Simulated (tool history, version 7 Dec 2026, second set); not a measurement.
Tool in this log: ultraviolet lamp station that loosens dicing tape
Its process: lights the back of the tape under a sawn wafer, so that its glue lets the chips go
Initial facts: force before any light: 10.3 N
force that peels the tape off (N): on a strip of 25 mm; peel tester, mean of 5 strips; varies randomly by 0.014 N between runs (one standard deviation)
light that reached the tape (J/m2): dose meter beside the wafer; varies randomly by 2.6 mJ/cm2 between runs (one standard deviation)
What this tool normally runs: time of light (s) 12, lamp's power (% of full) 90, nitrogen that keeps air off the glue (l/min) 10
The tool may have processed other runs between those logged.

| run | hour | time of light (s) | lamp's power (% of full) | nitrogen that keeps air off the glue (l/min) | force that peels the tape off (N) | light that reached the tape (J/m2) |
|---|---|---|---|---|---|---|
| 1 | 0.0 | 12 | 90 | 10 | 0.639 | 3450 |
| 2 | 45.2 | 23 | 90 | 10 | 0.146 | 6580 |
| 3 | 108.7 | 12 | 90 | 10 | 0.651 | 3470 |
| 4 | 148.5 | 12 | 90 | 10 | 0.656 | 3420 |
| 5 | 202.4 | 12 | 90 | 10 | 0.684 | 3420 |
| 6 | 246.1 | 12 | 90 | 10 | 0.666 | 3440 |
| 7 | 281.9 | 12 | 90 | 10 | 0.640 | 3430 |
| 8 | 310.2 | 24 | 90 | 10 | 0.129 | 6900 |
| 9 | 356.0 | 12 | 90 | 19 | 0.505 | 3420 |
| 10 | 396.1 | 12 | 94 | 19 | 0.477 | 3650 |
| 11 | 444.8 | 12 | 94 | 19 | 0.469 | 3610 |
| 12 | 475.6 | 12 | 94 | 19 | 0.458 | 3660 |
| 13 | 533.9 | 12 | 90 | 10 | 0.655 | 3440 |
| 14 | 585.2 | 12 | 90 | 10 | 0.678 | 3470 |
| 15 | 623.5 | 12 | 90 | 10 | 0.656 | 3440 |
| 16 | 680.5 | 12 | 90 | 10 | 0.644 | 3480 |
| 17 | 717.0 | 12 | 90 | 4 | 1.024 | 3470 |
| 18 | 755.2 | 12 | 63 | 10 | 1.388 | 2470 |
| 19 | 790.7 | 12 | 63 | 10 | 1.438 | 2450 |
| 20 | 819.8 | 12 | 90 | 10 | 0.659 | 3480 |
| 21 | 847.5 | 12 | 90 | 10 | 0.650 | 3440 |
| 22 | 905.2 | 12 | 90 | 10 | 0.654 | 3450 |
| 23 | 940.5 | 21 | 91 | 5 | 0.222 | 6100 |
| 24 | 981.3 | 21 | 91 | 5 | 0.206 | 6130 |
| 25 | 1044.8 | 8 | 90 | 10 | 1.577 | 2310 |
| 26 | 1084.5 | 9 | 63 | 10 | 2.315 | 1800 |
| 27 | 1145.0 | 9 | 63 | 10 | 2.370 | 1800 |
| 28 | 1211.2 | 9 | 63 | 10 | 2.303 | 1800 |
| 29 | 1257.6 | 9 | 63 | 10 | 2.226 | 1820 |
| 30 | 1314.0 | 19 | 85 | 14 | 0.219 | 5100 |
| 31 | 1366.5 | 19 | 85 | 14 | 0.206 | 5210 |
| 32 | 1406.9 | 10 | 65 | 8 | 1.992 | 2050 |
| 33 | 1450.7 | 10 | 65 | 8 | 1.978 | 2140 |
| 34 | 1489.7 | 10 | 65 | 8 | 1.958 | 2100 |
| 35 | 1537.5 | 10 | 65 | 8 | 2.002 | 2110 |
| 36 | 1605.2 | 8 | 99 | 7 | 1.504 | 2550 |
| 37 | 1669.8 | 15 | 90 | 10 | 0.374 | 4340 |
| 38 | 1718.4 | 12 | 90 | 9 | 0.681 | 3490 |
| 39 | 1764.0 | 12 | 90 | 9 | 0.668 | 3500 |
| 40 | 1820.4 | 12 | 90 | 9 | 0.686 | 3430 |
| 41 | 1860.8 | 19 | 64 | 10 | 0.490 | 3860 |
| 42 | 1923.4 | 17 | 93 | 11 | 0.234 | 5070 |
| 43 | 1982.2 | 12 | 66 | 16 | 1.117 | 2530 |

Between the runs listed above, the log contained 4 entries, not reproduced here. Where in the sequence does each belong, and how does what the log doesn't record of the tool's condition differ from the listed run before to the listed run after?
In the gap between runs 8 and 9: lamp changed (hour 332.7)
  lamp's light, % of a new lamp's: 99.7 -> 100
  measured value less the no-hidden-state value, light that reached the tape (J/m2): -30 -> +0
In the gap between runs 15 and 16: window cleaned of glue's vapour (hour 627.1)
  light that the window lets through, % of a clean one's: 99.9 -> 100
  measured value less the no-hidden-state value, light that reached the tape (J/m2): +0 -> -10
In the gap between runs 29 and 30: window cleaned of glue's vapour (hour 1286.1)
  light that the window lets through, % of a clean one's: 99.9 -> 100
  measured value less the no-hidden-state value, light that reached the tape (J/m2): +0 -> -10
In the gap between runs 42 and 43: window cleaned of glue's vapour (hour 1945.8)
  light that the window lets through, % of a clean one's: 99.9 -> 100
  measured value less the no-hidden-state value, light that reached the tape (J/m2): -10 -> -10
